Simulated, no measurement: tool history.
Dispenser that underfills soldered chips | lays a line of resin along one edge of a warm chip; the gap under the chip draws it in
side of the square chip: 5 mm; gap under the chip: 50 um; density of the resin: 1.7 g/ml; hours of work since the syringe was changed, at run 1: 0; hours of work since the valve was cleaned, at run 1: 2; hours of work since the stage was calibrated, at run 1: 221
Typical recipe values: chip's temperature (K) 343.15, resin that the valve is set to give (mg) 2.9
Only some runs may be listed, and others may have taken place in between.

run	hour	chip's temperature (K)	resin that the valve is set to give (mg)	hours of work since the syringe was changed	hours of work since the valve was cleaned	hours of work since the stage was calibrated	time until the resin shows at the far edge (s)	resin that the valve gave (mg)
1	0	343.15	2.9	0	2	221	18.9	2.902
# hour 9.3: new syringe of resin
2	15.3	343.15	2.9	4	12	231	23.6	2.886
# hour 19.2: new syringe of resin
# hour 28: new syringe of resin
3	30.8	343.15	2.9	2	22	241	20.7	2.895
# hour 36.9: new syringe of resin
# hour 45.7: new syringe of resin
4	46.2	354.15	2.9	0	32	251	12.7	2.865
# hour 54.6: new syringe of resin
5	58.2	335.15	2.9	2	40	259	30.2	2.866
# hour 63.3: new syringe of resin
6	65.3	335.15	2.9	1	45	263	27.9	2.856
# hour 72.4: new syringe of resin
7	77.1	335.15	2.9	3	52	271	30.5	2.858
# hour 82: new syringe of resin
# hour 91.2: new syringe of resin
8	91.2	335.15	2.9	0	62	280	26	2.826
# hour 100.2: new syringe of resin
# hour 102.2: dispensing valve cleaned and set on the balance
9	107.9	343.15	2.9	5	4	290	23.9	2.896
# hour 111.1: new syringe of resin
# hour 120.3: new syringe of resin
10	123.4	343.15	2.9	2	14	300	20.8	2.882
# hour 130.1: new syringe of resin
11	134.7	343.15	2.9	3	21	308	22.7	2.878
# hour 138.7: new syringe of resin
12	145.9	343.15	2.9	5	29	315	24.6	2.863
# hour 147.2: new syringe of resin
# hour 156.3: new syringe of resin
13	162.8	343.15	2.9	4	39	326	23.7	2.859
# hour 165: new syringe of resin
# hour 173.7: new syringe of resin
14	176.4	343.15	2.83	2	48	335	20.1	2.775
# hour 183.1: new syringe of resin
15	188.5	343.15	2.83	4	56	342	22.6	2.77
# hour 191.8: new syringe of resin
# hour 201: new syringe of resin
16	205	334.15	2.9	3	67	353	30.6	2.81
# hour 208.3: dispensing valve cleaned and set on the balance
# hour 211.4: new syringe of resin
17	215.4	334.15	2.9	3	5	359	30.4	2.917
# hour 220.9: new syringe of resin
18	228.1	333.15	2.57	5	13	368	37.8	2.565
# hour 229.9: new syringe of resin
# hour 239.6: new syringe of resin
19	240.5	344.15	3.15	1	21	376	18.7	3.135
# hour 249.6: new syringe of resin
20	250.5	344.15	3.15	1	27	382	18.1	3.131
# hour 258.4: new syringe of resin
21	258.4	350.15	2.62	0	32	387	14.4	2.602
# hour 267.8: new syringe of resin
22	272.5	347.15	2.88	3	42	396	18.6	2.846
# hour 277.5: new syringe of resin
23	279.7	353.15	3.17	1	46	401	13	3.119
# hour 286.4: new syringe of resin
24	289.6	353.15	3.17	2	53	407	14.1	3.103

5 ways to go on from here, each from the tool as it stands after run 24. What would each give?
# hour 295.8: new syringe of resin
# hour 304.8: new syringe of resin
A	305.4	330.15	3.18	0	63	418	?	?
# hour 295.8: new syringe of resin
# hour 304.8: new syringe of resin
B	305.4	343.15	3.28	0	63	418	?	?
# hour 295.8: new syringe of resin
# hour 304.8: new syringe of resin
C	305.4	343.15	2.9	0	63	418	?	?
# hour 295.8: new syringe of resin
# hour 304.8: new syringe of resin
D	305.4	355.15	3.17	0	63	418	?	?
# hour 295.8: new syringe of resin
# hour 304.8: new syringe of resin
E	305.4	343.15	3.07	0	63	418	?	?

run	time until the resin shows at the far edge (s)	resin that the valve gave (mg)
A	31.3	3.107
B	18.4	3.221
C	19.1	2.846
D	11.8	3.112
E	19	3.006
What these runs would have given with no unlogged condition in the tool:
run	time until the resin shows at the far edge (s)	resin that the valve gave (mg)
A	32.4	3.173
B	19	3.289
C	19.7	2.906
D	12.2	3.178
E	19.5	3.069
